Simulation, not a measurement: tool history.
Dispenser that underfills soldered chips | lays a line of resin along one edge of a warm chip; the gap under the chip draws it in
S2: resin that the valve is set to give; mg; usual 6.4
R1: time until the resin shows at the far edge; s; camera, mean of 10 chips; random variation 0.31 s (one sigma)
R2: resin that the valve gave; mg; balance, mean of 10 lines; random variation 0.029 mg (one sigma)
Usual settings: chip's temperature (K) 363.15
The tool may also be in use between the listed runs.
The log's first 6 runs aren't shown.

run 7 hour=33.8 | chip's_temperature_(K)=363.15 S2=5.45 | R1=8.7 R2=5.44
run 8 hour=39.5 | chip's_temperature_(K)=363.15 S2=5.45 | R1=11.4 R2=5.37
-- hour=43.2 new syringe of resin
run 9 hour=44.4 | chip's_temperature_(K)=363.15 S2=6.57 | R1=6.4 R2=6.51
run 10 hour=49.1 | chip's_temperature_(K)=363.15 S2=6.57 | R1=7.6 R2=6.47
run 11 hour=54.7 | chip's_temperature_(K)=363.15 S2=6.4 | R1=10.6 R2=6.27
run 12 hour=58 | chip's_temperature_(K)=363.15 S2=5.9 | R1=12.6 R2=5.76
-- hour=60.6 new syringe of resin
run 13 hour=66.4 | chip's_temperature_(K)=363.15 S2=5.9 | R1=8.1 R2=5.74
run 14 hour=74 | chip's_temperature_(K)=363.15 S2=5.9 | R1=11.4 R2=5.74
-- hour=77.7 new syringe of resin
run 15 hour=79.6 | chip's_temperature_(K)=363.15 S2=6.4 | R1=6.3 R2=6.19
run 16 hour=87 | chip's_temperature_(K)=363.15 S2=6.4 | R1=9.7 R2=6.15
-- hour=94.9 new syringe of resin
run 17 hour=95 | chip's_temperature_(K)=350.15 S2=7.41 | R1=9.9 R2=7.1
run 18 hour=101.3 | chip's_temperature_(K)=350.15 S2=7.41 | R1=13.7 R2=7.09
run 19 hour=106.4 | chip's_temperature_(K)=350.15 S2=6.19 | R1=17.3 R2=5.84
run 20 hour=110.5 | chip's_temperature_(K)=350.15 S2=6.19 | R1=21.3 R2=5.87
-- hour=112.1 new syringe of resin
run 21 hour=115.4 | chip's_temperature_(K)=350.15 S2=6.19 | R1=12.3 R2=5.79
run 22 hour=120.8 | chip's_temperature_(K)=354.15 S2=5.62 | R1=13.2 R2=5.33
-- hour=129.1 new syringe of resin
run 23 hour=129.1 | chip's_temperature_(K)=354.15 S2=5.62 | R1=9 R2=5.3
-- hour=132.9 dispensing valve cleaned and set on the balance
run 24 hour=137.2 | chip's_temperature_(K)=363.15 S2=5.59 | R1=8.9 R2=5.57
run 25 hour=143.8 | chip's_temperature_(K)=363.15 S2=6.02 | R1=11.4 R2=6.01
-- hour=147.2 new syringe of resin
run 26 hour=152.3 | chip's_temperature_(K)=370.15 S2=7.79 | R1=5.9 R2=7.71
run 27 hour=159.8 | chip's_temperature_(K)=364.15 S2=7.03 | R1=10.2 R2=6.89
run 28 hour=163.3 | chip's_temperature_(K)=364.15 S2=7.03 | R1=12.5 R2=6.96
-- hour=164.4 new syringe of resin
run 29 hour=169.7 | chip's_temperature_(K)=358.15 S2=6.4 | R1=9.2 R2=6.32
run 30 hour=176.9 | chip's_temperature_(K)=364.15 S2=6.14 | R1=10.3 R2=5.95
-- hour=181.3 new syringe of resin
run 31 hour=183.5 | chip's_temperature_(K)=371.15 S2=6.37 | R1=4.8 R2=6.22

4 ways to go on from here, each from the tool as it stands after run 31. What would each give?
run A hour=187 | chip's_temperature_(K)=349.15 S2=6.57 | R1=? R2=?
run B hour=187 | chip's_temperature_(K)=372.15 S2=6.76 | R1=? R2=?
run C hour=187 | chip's_temperature_(K)=365.15 S2=7.59 | R1=? R2=?
run D hour=187 | chip's_temperature_(K)=355.15 S2=6.71 | R1=? R2=?

run=A R1=13.5 R2=6.34
run=B R1=5.3 R2=6.49
run=C R1=7.3 R2=7.38
run=D R1=11.4 R2=6.48
Without the tool's hidden state the same runs would have given:
run=A R1=9.3 R2=6.56
run=B R1=3.6 R2=6.72
run=C R1=5.1 R2=7.63
run=D R1=8.1 R2=6.7
